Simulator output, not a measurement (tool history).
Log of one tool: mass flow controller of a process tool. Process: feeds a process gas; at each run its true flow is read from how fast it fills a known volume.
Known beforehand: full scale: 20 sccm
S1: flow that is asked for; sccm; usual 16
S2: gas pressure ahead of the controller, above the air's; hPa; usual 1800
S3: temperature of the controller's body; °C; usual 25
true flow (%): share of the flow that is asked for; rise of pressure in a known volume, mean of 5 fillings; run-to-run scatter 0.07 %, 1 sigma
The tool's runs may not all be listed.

Run 1, hour 0.0: usual settings. Result: true flow (%) 99.78.
Run 2, hour 81.1: usual settings but S1 7 sccm. Result: true flow (%) 97.77.
Run 3, hour 145.6: usual settings. Result: true flow (%) 99.85.
Run 4, hour 219.3: usual settings but S1 19 sccm. Result: true flow (%) 100.28.
Run 5, hour 324.3: usual settings. Result: true flow (%) 99.79.
Run 6, hour 384.4: usual settings. Result: true flow (%) 99.73.
Run 7, hour 479.8: usual settings but S2 2460 hPa. Result: true flow (%) 100.49.
Run 8, hour 589.0: usual settings but S2 2460 hPa. Result: true flow (%) 100.39.
Run 9, hour 668.8: usual settings but S2 2460 hPa. Result: true flow (%) 100.38.
Run 10, hour 780.8: usual settings but S2 2460 hPa. Result: true flow (%) 100.39.
Run 11, hour 866.0: usual settings but S1 3 sccm. Result: true flow (%) 95.39.
Run 12, hour 974.7: usual settings but S3 38 °C. Result: true flow (%) 100.13.
Run 13, hour 1041.4: usual settings but S3 38 °C. Result: true flow (%) 100.33.
Run 14, hour 1092.3: usual settings but S3 38 °C. Result: true flow (%) 100.27.
Run 15, hour 1146.5: usual settings but S1 3 sccm, S2 1510 hPa, S3 22 °C. Result: true flow (%) 95.04.
Run 16, hour 1262.2: usual settings but S1 3 sccm, S2 1510 hPa, S3 29 °C. Result: true flow (%) 94.98.
Run 17, hour 1370.8: usual settings but S1 3 sccm, S2 1510 hPa, S3 29 °C. Result: true flow (%) 95.08.
At hour 1377.8: controller's zero set anew.
Run 18, hour 1449.9: usual settings but S1 3 sccm, S2 1510 hPa, S3 29 °C. Result: true flow (%) 92.32.
Run 19, hour 1518.9: usual settings but S1 2 sccm, S2 2430 hPa, S3 28 °C. Result: true flow (%) 89.90.
Run 20, hour 1582.8: usual settings but S1 3 sccm. Result: true flow (%) 92.54.
At hour 1642.4: controller's zero set anew, once more.
Run 21, hour 1654.6: usual settings but S1 8 sccm. Result: true flow (%) 99.53.
Run 22, hour 1730.6: usual settings but S2 2080 hPa. Result: true flow (%) 100.79.
Run 23, hour 1840.3: usual settings but S1 2 sccm, S2 1430 hPa. Result: true flow (%) 97.72.
Run 24, hour 1961.2: usual settings but S2 1630 hPa, S3 27 °C. Result: true flow (%) 100.58.
Run 25, hour 2022.0: usual settings but S2 1630 hPa, S3 27 °C. Result: true flow (%) 100.60.
Run 26, hour 2089.5: usual settings but S2 1630 hPa, S3 27 °C. Result: true flow (%) 100.70.
Run 27, hour 2176.9: usual settings but S2 1630 hPa, S3 27 °C. Result: true flow (%) 100.69.
Run 28, hour 2264.8: usual settings but S1 10 sccm, S2 1630 hPa, S3 27 °C. Result: true flow (%) 99.67.

Here are 5 independent what-if runs from the current tool condition. What would each one return?
Run A, hour 2349.8: usual settings. Result: true flow (%) ?.
Run B, hour 2349.8: usual settings but S1 10 sccm, S2 1420 hPa, S3 27 °C. Result: true flow (%) ?.
Run C, hour 2349.8: usual settings but S1 8 sccm, S2 1930 hPa, S3 26 °C. Result: true flow (%) ?.
Run D, hour 2349.8: usual settings but S1 3 sccm, S3 38 °C. Result: true flow (%) ?.
Run E, hour 2349.8: usual settings but S1 12 sccm, S2 1430 hPa, S3 24 °C. Result: true flow (%) ?.

run  true flow (%)
  A         100.90
  B          99.59
  C          99.79
  D          98.59
  E          99.79
What these runs would have given with no unlogged condition in the tool:
run  true flow (%)
  A          99.32
  B          98.10
  C          98.35
  D          97.62
  E          98.26

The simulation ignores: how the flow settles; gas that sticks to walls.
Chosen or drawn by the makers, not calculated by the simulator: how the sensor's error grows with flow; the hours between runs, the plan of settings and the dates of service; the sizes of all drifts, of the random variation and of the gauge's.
